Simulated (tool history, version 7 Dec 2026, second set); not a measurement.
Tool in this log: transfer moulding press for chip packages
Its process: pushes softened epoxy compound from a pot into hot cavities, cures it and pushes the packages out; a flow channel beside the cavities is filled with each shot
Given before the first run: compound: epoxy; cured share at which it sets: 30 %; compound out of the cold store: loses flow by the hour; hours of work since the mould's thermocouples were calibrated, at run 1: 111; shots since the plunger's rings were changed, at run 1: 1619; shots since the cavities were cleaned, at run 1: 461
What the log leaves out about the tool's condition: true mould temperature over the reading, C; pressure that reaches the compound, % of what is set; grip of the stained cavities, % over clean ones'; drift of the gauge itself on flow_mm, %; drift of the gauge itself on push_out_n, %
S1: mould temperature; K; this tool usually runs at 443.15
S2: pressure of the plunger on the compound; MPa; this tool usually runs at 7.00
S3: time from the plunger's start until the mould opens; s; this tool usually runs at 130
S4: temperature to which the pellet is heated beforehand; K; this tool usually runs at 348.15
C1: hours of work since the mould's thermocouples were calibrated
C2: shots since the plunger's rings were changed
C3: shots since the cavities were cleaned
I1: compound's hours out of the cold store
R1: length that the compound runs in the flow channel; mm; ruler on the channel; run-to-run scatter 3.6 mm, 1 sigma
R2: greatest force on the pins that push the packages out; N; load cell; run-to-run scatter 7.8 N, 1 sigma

| run | day | S1 | S2 | S3 | S4 | C1 | C2 | C3 | I1 | R1 | R2 |
|---|---|---|---|---|---|---|---|---|---|---|---|
| 1 | 0.000 | 443.15 | 7.00 | 130 | 348.15 | 111 | 1619 | 461 | 46.1 | 503 | 517 |
|  | 0.971 | cavities cleaned with cleaning compound and waxed |
| 2 | 3.442 | 443.15 | 7.00 | 130 | 348.15 | 172 | 2505 | 648 | 10.1 | 637 | 606 |
|  | 3.846 | cavities cleaned with cleaning compound and waxed |
| 3 | 5.383 | 439.15 | 7.00 | 130 | 348.15 | 206 | 2998 | 403 | 10.2 | 644 | 761 |
|  | 6.650 | cavities cleaned with cleaning compound and waxed |
| 4 | 8.454 | 439.15 | 7.00 | 130 | 348.15 | 261 | 3787 | 473 | 12.4 | 628 | 729 |
|  | 9.367 | cavities cleaned with cleaning compound and waxed |
| 5 | 11.546 | 439.15 | 7.00 | 130 | 348.15 | 315 | 4581 | 571 | 24.4 | 570 | 730 |
|  | 11.804 | mould's thermocouples calibrated |
|  | 12.342 | cavities cleaned with cleaning compound and waxed |
| 6 | 13.758 | 439.15 | 7.00 | 130 | 348.15 | 34 | 5124 | 372 | 30.4 | 547 | 639 |
|  | 14.979 | cavities cleaned with cleaning compound and waxed |
|  | 16.771 | plunger's sealing rings changed |
| 7 | 17.221 | 443.15 | 7.00 | 119 | 348.15 | 94 | 118 | 560 | 10.8 | 646 | 707 |
|  | 17.771 | cavities cleaned with cleaning compound and waxed |
|  | 20.521 | cavities cleaned with cleaning compound and waxed |
| 8 | 20.521 | 443.15 | 7.00 | 119 | 349.15 | 151 | 950 | 0 | 26.1 | 587 | 417 |
|  | 23.221 | cavities cleaned with cleaning compound and waxed |
| 9 | 24.271 | 443.15 | 7.00 | 119 | 349.15 | 217 | 1918 | 275 | 22.4 | 591 | 555 |
|  | 26.088 | cavities cleaned with cleaning compound and waxed |
| 10 | 26.696 | 443.15 | 8.53 | 130 | 348.15 | 260 | 2537 | 159 | 11.5 | 701 | 449 |
|  | 28.675 | cavities cleaned with cleaning compound and waxed |
| 11 | 29.629 | 443.15 | 7.00 | 130 | 348.15 | 312 | 3290 | 250 | 46.5 | 498 | 451 |
|  | 30.225 | mould's thermocouples calibrated |
|  | 31.425 | cavities cleaned with cleaning compound and waxed |
| 12 | 31.854 | 443.15 | 7.00 | 130 | 348.15 | 28 | 3836 | 113 | 37.3 | 529 | 371 |
|  | 34.308 | cavities cleaned with cleaning compound and waxed |
| 13 | 35.050 | 443.15 | 5.47 | 130 | 348.15 | 85 | 4658 | 195 | 25.8 | 496 | 423 |
| 14 | 36.771 | 443.15 | 5.47 | 124 | 348.15 | 116 | 5109 | 646 | 41.8 | 437 | 575 |
|  | 37.096 | cavities cleaned with cleaning compound and waxed |
|  | 39.775 | plunger's sealing rings changed |
|  | 39.838 | cavities cleaned with cleaning compound and waxed |
| 15 | 40.129 | 443.15 | 5.47 | 124 | 348.15 | 172 | 77 | 77 | 20.8 | 535 | 403 |
|  | 42.638 | cavities cleaned with cleaning compound and waxed |
| 16 | 43.300 | 443.15 | 5.85 | 130 | 348.15 | 228 | 892 | 174 | 17.5 | 563 | 430 |
|  | 45.350 | cavities cleaned with cleaning compound and waxed |
| 17 | 47.167 | 443.15 | 5.95 | 130 | 343.15 | 297 | 1889 | 475 | 22.3 | 546 | 564 |
|  | 48.233 | cavities cleaned with cleaning compound and waxed |
|  | 48.646 | mould's thermocouples calibrated |
| 18 | 49.500 | 443.15 | 5.95 | 130 | 343.15 | 15 | 2464 | 311 | 35.4 | 495 | 466 |
|  | 50.992 | cavities cleaned with cleaning compound and waxed |
| 19 | 51.850 | 447.15 | 5.95 | 130 | 343.15 | 57 | 3064 | 225 | 12.8 | 566 | 406 |
|  | 53.779 | cavities cleaned with cleaning compound and waxed |
| 20 | 54.529 | 447.15 | 5.95 | 130 | 343.15 | 104 | 3749 | 196 | 38.2 | 481 | 360 |
|  | 56.433 | cavities cleaned with cleaning compound and waxed |
| 21 | 57.462 | 447.15 | 6.19 | 144 | 344.15 | 156 | 4503 | 269 | 31.4 | 507 | 383 |
|  | 59.025 | cavities cleaned with cleaning compound and waxed |
| 22 | 59.321 | 449.15 | 7.00 | 130 | 348.15 | 188 | 4974 | 78 | 14.4 | 590 | 312 |
|  | 61.833 | cavities cleaned with cleaning compound and waxed |
| 23 | 61.833 | 447.15 | 7.00 | 130 | 357.15 | 232 | 5617 | 0 | 36.7 | 509 | 296 |
|  | 62.954 | plunger's sealing rings changed |
| 24 | 63.854 | 447.15 | 7.00 | 130 | 357.15 | 267 | 236 | 502 | 27.5 | 586 | 478 |
|  | 64.683 | cavities cleaned with cleaning compound and waxed |
|  | 67.021 | mould's thermocouples calibrated |
|  | 67.438 | cavities cleaned with cleaning compound and waxed |
| 25 | 67.804 | 447.15 | 7.00 | 130 | 357.15 | 13 | 1218 | 97 | 39.4 | 529 | 328 |

Here are 5 independent what-if runs from the current tool condition. What would each one return?
|  | 70.096 | cavities cleaned with cleaning compound and waxed |
| A | 70.704 | 443.15 | 6.98 | 167 | 348.15 | 64 | 1962 | 160 | 17.9 | ? | ? |
|  | 70.096 | cavities cleaned with cleaning compound and waxed |
| B | 70.704 | 447.15 | 7.00 | 130 | 349.15 | 64 | 1962 | 160 | 15.0 | ? | ? |
|  | 70.096 | cavities cleaned with cleaning compound and waxed |
| C | 70.704 | 447.15 | 7.53 | 134 | 357.15 | 64 | 1962 | 160 | 26.4 | ? | ? |
|  | 70.096 | cavities cleaned with cleaning compound and waxed |
| D | 70.704 | 447.15 | 7.00 | 130 | 348.15 | 64 | 1962 | 160 | 14.6 | ? | ? |
|  | 70.096 | cavities cleaned with cleaning compound and waxed |
| E | 70.704 | 447.15 | 6.33 | 130 | 353.15 | 64 | 1962 | 160 | 22.7 | ? | ? |

| run | R1 | R2 |
|---|---|---|
| A | 609 | 347 |
| B | 615 | 360 |
| C | 593 | 338 |
| D | 619 | 373 |
| E | 556 | 363 |
With the hidden condition removed and each run's random variation left untouched, the same runs would have given:
| run | R1 | R2 |
|---|---|---|
| A | 624 | 275 |
| B | 630 | 283 |
| C | 608 | 266 |
| D | 635 | 294 |
| E | 569 | 286 |

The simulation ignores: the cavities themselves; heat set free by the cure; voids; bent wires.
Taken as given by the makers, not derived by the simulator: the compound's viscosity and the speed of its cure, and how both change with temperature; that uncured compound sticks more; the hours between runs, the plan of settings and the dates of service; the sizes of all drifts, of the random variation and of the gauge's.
